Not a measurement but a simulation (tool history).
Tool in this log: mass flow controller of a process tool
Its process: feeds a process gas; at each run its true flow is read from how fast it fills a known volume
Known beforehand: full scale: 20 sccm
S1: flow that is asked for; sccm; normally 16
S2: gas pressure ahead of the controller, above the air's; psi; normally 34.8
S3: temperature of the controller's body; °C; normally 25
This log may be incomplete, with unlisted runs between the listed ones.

{"run": 1, "hour": 0.0, "S1": 16, "S2": 34.8, "S3": 25, "true flow (%)": 99.94}
{"run": 2, "hour": 90.7, "S1": 16, "S2": 34.8, "S3": 25, "true flow (%)": 100.2}
{"run": 3, "hour": 198.0, "S1": 16, "S2": 34.8, "S3": 25, "true flow (%)": 100.52}
{"run": 4, "hour": 265.1, "S1": 16, "S2": 34.8, "S3": 25, "true flow (%)": 100.87}
{"run": 5, "hour": 346.2, "S1": 16, "S2": 35.2, "S3": 25, "true flow (%)": 101.02}
{"run": 6, "hour": 405.8, "S1": 16, "S2": 35.2, "S3": 25, "true flow (%)": 101.17}
{"run": 7, "hour": 507.6, "S1": 3, "S2": 35.2, "S3": 25, "true flow (%)": 100.93}
{"run": 8, "hour": 618.4, "S1": 3, "S2": 35.2, "S3": 25, "true flow (%)": 101.34}
{"run": 9, "hour": 723.2, "S1": 3, "S2": 35.2, "S3": 25, "true flow (%)": 101.55}
{"run": 10, "hour": 791.4, "S1": 16, "S2": 34.8, "S3": 40, "true flow (%)": 101.71}
{"run": 11, "hour": 868.0, "S1": 16, "S2": 34.8, "S3": 40, "true flow (%)": 102}
{"hour": 937.6, "done": "gauge calibrated"}
{"run": 12, "hour": 978.0, "S1": 16, "S2": 34.8, "S3": 40, "true flow (%)": 99.47}
{"run": 13, "hour": 1048.0, "S1": 16, "S2": 34.8, "S3": 40, "true flow (%)": 99.71}
{"run": 14, "hour": 1113.6, "S1": 16, "S2": 34.8, "S3": 40, "true flow (%)": 99.87}
{"run": 15, "hour": 1165.0, "S1": 16, "S2": 34.8, "S3": 25, "true flow (%)": 100.73}
{"run": 16, "hour": 1263.7, "S1": 16, "S2": 34.8, "S3": 25, "true flow (%)": 100.9}
{"run": 17, "hour": 1359.3, "S1": 16, "S2": 34.8, "S3": 25, "true flow (%)": 101.2}
{"run": 18, "hour": 1429.1, "S1": 16, "S2": 27.1, "S3": 25, "true flow (%)": 101.41}
{"run": 19, "hour": 1537.1, "S1": 16, "S2": 27.1, "S3": 25, "true flow (%)": 101.7}
{"run": 20, "hour": 1640.5, "S1": 16, "S2": 30.9, "S3": 25, "true flow (%)": 102}
{"run": 21, "hour": 1708.7, "S1": 16, "S2": 30.9, "S3": 25, "true flow (%)": 102.3}
{"run": 22, "hour": 1811.4, "S1": 18, "S2": 22.5, "S3": 26, "true flow (%)": 102.47}
{"run": 23, "hour": 1905.2, "S1": 15, "S2": 22.5, "S3": 32, "true flow (%)": 102.37}
{"run": 24, "hour": 1997.3, "S1": 14, "S2": 21.5, "S3": 25, "true flow (%)": 102.96}
{"run": 25, "hour": 2096.1, "S1": 16, "S2": 40.5, "S3": 25, "true flow (%)": 103.56}
{"run": 26, "hour": 2168.4, "S1": 16, "S2": 40.5, "S3": 25, "true flow (%)": 103.79}
{"run": 27, "hour": 2259.1, "S1": 2, "S2": 25.7, "S3": 36, "true flow (%)": 102.79}
{"run": 28, "hour": 2319.2, "S1": 6, "S2": 31.3, "S3": 33, "true flow (%)": 103.39}
{"run": 29, "hour": 2375.7, "S1": 6, "S2": 31.3, "S3": 33, "true flow (%)": 103.45}
{"run": 30, "hour": 2465.8, "S1": 6, "S2": 27.8, "S3": 36, "true flow (%)": 103.58}
{"run": 31, "hour": 2513.1, "S1": 3, "S2": 22.6, "S3": 31, "true flow (%)": 103.8}
{"run": 32, "hour": 2595.6, "S1": 16, "S2": 34.8, "S3": 22, "true flow (%)": 105.25}
{"run": 33, "hour": 2688.0, "S1": 14, "S2": 37.3, "S3": 22, "true flow (%)": 105.55}
{"run": 34, "hour": 2802.8, "S1": 16, "S2": 25.4, "S3": 25, "true flow (%)": 105.41}
{"run": 35, "hour": 2884.7, "S1": 16, "S2": 25.4, "S3": 25, "true flow (%)": 105.76}
{"run": 36, "hour": 2947.2, "S1": 16, "S2": 21, "S3": 25, "true flow (%)": 106}
{"run": 37, "hour": 3054.0, "S1": 16, "S2": 21, "S3": 25, "true flow (%)": 106.3}
{"run": 38, "hour": 3109.1, "S1": 12, "S2": 40.6, "S3": 35, "true flow (%)": 106.18}
{"run": 39, "hour": 3169.0, "S1": 3, "S2": 34.8, "S3": 25, "true flow (%)": 106.25}
{"run": 40, "hour": 3217.3, "S1": 7, "S2": 34.8, "S3": 36, "true flow (%)": 106.1}
{"run": 41, "hour": 3268.8, "S1": 16, "S2": 23.5, "S3": 26, "true flow (%)": 106.75}

Expected results for the next run?
{"run": 42, "hour": 3377.4, "S1": 12, "S2": 37.3, "S3": 25, "true flow (%)": "?"}

{"run 42": {"true flow (%)": 107.4}}
Were there no unlogged condition in the tool, this run, its random variation unchanged, would have produced true flow (%) 99.82.
